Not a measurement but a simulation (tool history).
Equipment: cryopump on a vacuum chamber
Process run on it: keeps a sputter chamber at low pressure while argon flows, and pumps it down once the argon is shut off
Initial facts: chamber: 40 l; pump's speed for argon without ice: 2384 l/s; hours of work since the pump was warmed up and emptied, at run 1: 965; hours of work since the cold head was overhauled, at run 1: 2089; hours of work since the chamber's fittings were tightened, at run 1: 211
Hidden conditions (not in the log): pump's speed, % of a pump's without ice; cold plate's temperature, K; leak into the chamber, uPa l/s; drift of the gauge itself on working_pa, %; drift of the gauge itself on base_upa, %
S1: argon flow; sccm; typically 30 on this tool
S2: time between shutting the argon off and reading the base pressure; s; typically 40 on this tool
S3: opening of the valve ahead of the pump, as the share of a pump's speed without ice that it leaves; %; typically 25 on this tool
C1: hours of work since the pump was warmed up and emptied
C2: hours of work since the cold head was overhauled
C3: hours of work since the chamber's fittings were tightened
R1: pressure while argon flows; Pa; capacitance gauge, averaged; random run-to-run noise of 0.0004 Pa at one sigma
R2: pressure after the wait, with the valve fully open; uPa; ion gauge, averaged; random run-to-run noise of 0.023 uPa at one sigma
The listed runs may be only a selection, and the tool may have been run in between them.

run	hour	S1	S2	S3	C1	C2	C3	R1	R2
1	0	30	40	25	965	2089	211	0.0898	1.27
2	62	30	40	25	996	2120	242	0.0906	1.26
3	139.5	30	40	25	1035	2159	281	0.0909	1.32
4	234.8	30	40	38	1083	2207	329	0.0628	1.26
# hour 308.7: pump warmed up, emptied and cooled again
5	308.7	30	40	38	0	2241	363	0.0571	1.28
6	407.5	42	40	25	49	2291	413	0.1205	1.24
7	469.6	42	40	25	80	2322	444	0.1205	1.29
8	554.6	30	40	25	123	2364	486	0.0856	1.3
9	627.1	30	40	25	159	2401	522	0.0859	1.26
10	685.6	30	40	25	189	2430	552	0.0867	1.33
11	755.3	30	40	25	223	2465	587	0.0863	1.3
12	810.4	30	185	25	251	2492	614	0.0867	0.45
13	900.6	30	40	25	296	2538	659	0.0871	1.35
14	1017	30	40	25	354	2596	718	0.0874	1.36
15	1121	30	40	25	406	2648	770	0.087	1.31
16	1228.7	30	33	25	460	2702	823	0.0883	1.56
17	1327.6	30	40	48	510	2751	873	0.0469	1.37
18	1416.3	30	40	25	554	2796	917	0.0885	1.38
19	1509	30	73	49	601	2842	964	0.0472	0.88
20	1612.2	14	34	25	652	2894	1015	0.0412	1.56
21	1675.5	14	34	25	684	2925	1047	0.0408	1.55
22	1796.1	14	34	26	744	2986	1107	0.0404	1.6
23	1873.9	30	40	35	783	3025	1146	0.0646	1.4
24	1942.2	30	40	35	817	3059	1180	0.0661	1.44
25	2006	31	153	20	849	3091	1212	0.1148	0.61
26	2107.8	31	153	20	900	3142	1263	0.1153	0.63
27	2221.5	40	40	28	957	3198	1320	0.1087	1.44
28	2328.9	27	24	40	1011	3252	1374	0.0532	2.18
29	2419.7	30	164	18	1056	3298	1419	0.1239	0.62
30	2534.9	16	40	30	1114	3355	1477	0.0412	1.49
# hour 2545.8: pump warmed up, emptied and cooled again
31	2645.6	16	40	30	50	3408	1530	0.0379	1.42
32	2747.3	23	40	17	101	3459	1581	0.0972	1.38
33	2805.5	21	128	28	130	3488	1610	0.0542	0.65
34	2912.9	26	22	43	184	3542	1664	0.0435	2.25
35	2986.8	25	40	25	221	3579	1701	0.0724	1.43

For each run, the measured value with the value that run would have given without the tool's hidden condition subtracted. The run-to-run variation is shared by both, the gauge scatter possibly not:
run	R1	R2
1	+0.0059	+0.07
2	+0.0061	+0.07
3	+0.0064	+0.08
4	+0.0066	+0.09
5	+0.0005	+0.05
6	+0.0011	+0.05
7	+0.0013	+0.06
8	+0.0011	+0.07
9	+0.0012	+0.07
10	+0.0014	+0.08
11	+0.0015	+0.08
12	+0.0017	+0.09
13	+0.0019	+0.09
14	+0.0022	+0.1
15	+0.0025	+0.11
16	+0.0028	+0.12
17	+0.003	+0.13
18	+0.0033	+0.14
19	+0.0036	+0.14
20	+0.0018	+0.15
21	+0.0018	+0.15
22	+0.002	+0.17
23	+0.0045	+0.17
24	+0.0048	+0.18
25	+0.0051	+0.19
26	+0.0055	+0.2
27	+0.0076	+0.22
28	+0.0055	+0.22
29	+0.0064	+0.23
30	+0.0037	+0.25
31	+0.0005	+0.17
32	+0.0009	+0.18
33	+0.0009	+0.19
34	+0.0013	+0.19
35	+0.0014	+0.2

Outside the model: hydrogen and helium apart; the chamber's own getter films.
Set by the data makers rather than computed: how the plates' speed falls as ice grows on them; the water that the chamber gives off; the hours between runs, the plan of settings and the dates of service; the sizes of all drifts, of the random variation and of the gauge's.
